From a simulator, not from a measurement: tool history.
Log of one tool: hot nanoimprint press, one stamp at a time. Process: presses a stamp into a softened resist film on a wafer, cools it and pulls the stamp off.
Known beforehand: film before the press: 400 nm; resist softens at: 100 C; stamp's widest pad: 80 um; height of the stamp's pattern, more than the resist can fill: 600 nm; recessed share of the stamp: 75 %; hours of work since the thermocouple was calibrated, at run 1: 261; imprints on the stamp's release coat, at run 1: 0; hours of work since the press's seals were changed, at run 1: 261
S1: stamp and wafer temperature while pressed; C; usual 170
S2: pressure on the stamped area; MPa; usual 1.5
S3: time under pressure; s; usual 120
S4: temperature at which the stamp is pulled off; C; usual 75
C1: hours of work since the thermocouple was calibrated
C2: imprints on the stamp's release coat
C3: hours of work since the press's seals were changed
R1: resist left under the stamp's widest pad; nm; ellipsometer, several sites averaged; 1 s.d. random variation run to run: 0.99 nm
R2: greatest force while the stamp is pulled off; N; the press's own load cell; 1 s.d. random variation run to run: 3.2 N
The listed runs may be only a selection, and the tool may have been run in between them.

run   hour   S1   S2   S3  S4   C1   C2   C3     R1   R2
  1    0.0  170  1.5  120  75  261    0  261  148.1  156
      18.1  -- plate thermocouple calibrated
  2   62.7  170  1.5  120  75   32  197  304  142.3  158
  3  101.7  170  1.5  120  75   60  326  332  144.8  169
  4  163.7  170  1.5  120  75  105  531  376  147.0  171
  5  231.2  170  1.5  120  75  153  755  425  146.7  181
  6  300.5  170  1.5  120  75  203  984  475  148.4  189

Run 7 comes next. What will it give?
  7  340.7  170  1.5  120  75  232  1117  504   ?   ?

For run 7 the tool returned R1 150.3 nm, R2 194 N.
Were there no unlogged condition in the tool, this run, its random variation unchanged, would have produced R1 144.3 nm, R2 156 N.
